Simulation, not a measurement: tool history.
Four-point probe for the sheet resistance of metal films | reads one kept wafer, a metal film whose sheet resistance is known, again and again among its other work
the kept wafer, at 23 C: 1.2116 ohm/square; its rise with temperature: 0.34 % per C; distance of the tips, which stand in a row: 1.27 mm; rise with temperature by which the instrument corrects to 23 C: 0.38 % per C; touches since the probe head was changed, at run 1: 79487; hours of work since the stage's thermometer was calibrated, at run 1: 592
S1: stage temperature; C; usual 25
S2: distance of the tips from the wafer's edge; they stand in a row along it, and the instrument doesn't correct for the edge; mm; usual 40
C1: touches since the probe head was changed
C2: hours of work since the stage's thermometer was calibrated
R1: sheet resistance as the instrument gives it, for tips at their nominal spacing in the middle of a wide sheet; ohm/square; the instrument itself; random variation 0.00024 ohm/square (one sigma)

| run | hour | S1 | S2 | C1 | C2 | R1 |
|---|---|---|---|---|---|---|
| 1 | 0.0 | 25 | 40 | 79487 | 592 | 1.210934 |
| 2 | 59.3 | 25 | 40 | 81770 | 630 | 1.211220 |
| 3 | 103.8 | 25 | 40 | 83479 | 658 | 1.211138 |
| 4 | 181.0 | 25 | 5 | 86448 | 707 | 1.251269 |
| 5 | 249.0 | 25 | 5 | 89067 | 750 | 1.251115 |
| 6 | 327.0 | 25 | 5 | 92065 | 799 | 1.251130 |
| 7 | 369.6 | 25 | 13 | 93704 | 826 | 1.217293 |
| 8 | 442.3 | 25 | 13 | 96500 | 871 | 1.217181 |
| 9 | 524.5 | 25 | 13 | 99662 | 923 | 1.217023 |
| 10 | 571.5 | 25 | 13 | 101471 | 953 | 1.216814 |
| 11 | 673.1 | 31 | 4 | 105379 | 1017 | 1.270532 |

5 ways to go on from here, each from the tool as it stands after run 11. What would each give?
| A | 754.7 | 22 | 42 | 108518 | 1069 | ? |
| B | 754.7 | 31 | 4 | 108518 | 1069 | ? |
| C | 754.7 | 25 | 4 | 108518 | 1069 | ? |
| D | 754.7 | 34 | 4 | 108518 | 1069 | ? |
| E | 754.7 | 31 | 49 | 108518 | 1069 | ? |

| run | R1 |
|---|---|
| A | 1.212792 |
| B | 1.270211 |
| C | 1.273097 |
| D | 1.269184 |
| E | 1.208193 |
Without the tool's hidden state the same runs would have given:
| run | R1 |
|---|---|
| A | 1.212761 |
| B | 1.270177 |
| C | 1.273064 |
| D | 1.269151 |
| E | 1.208162 |
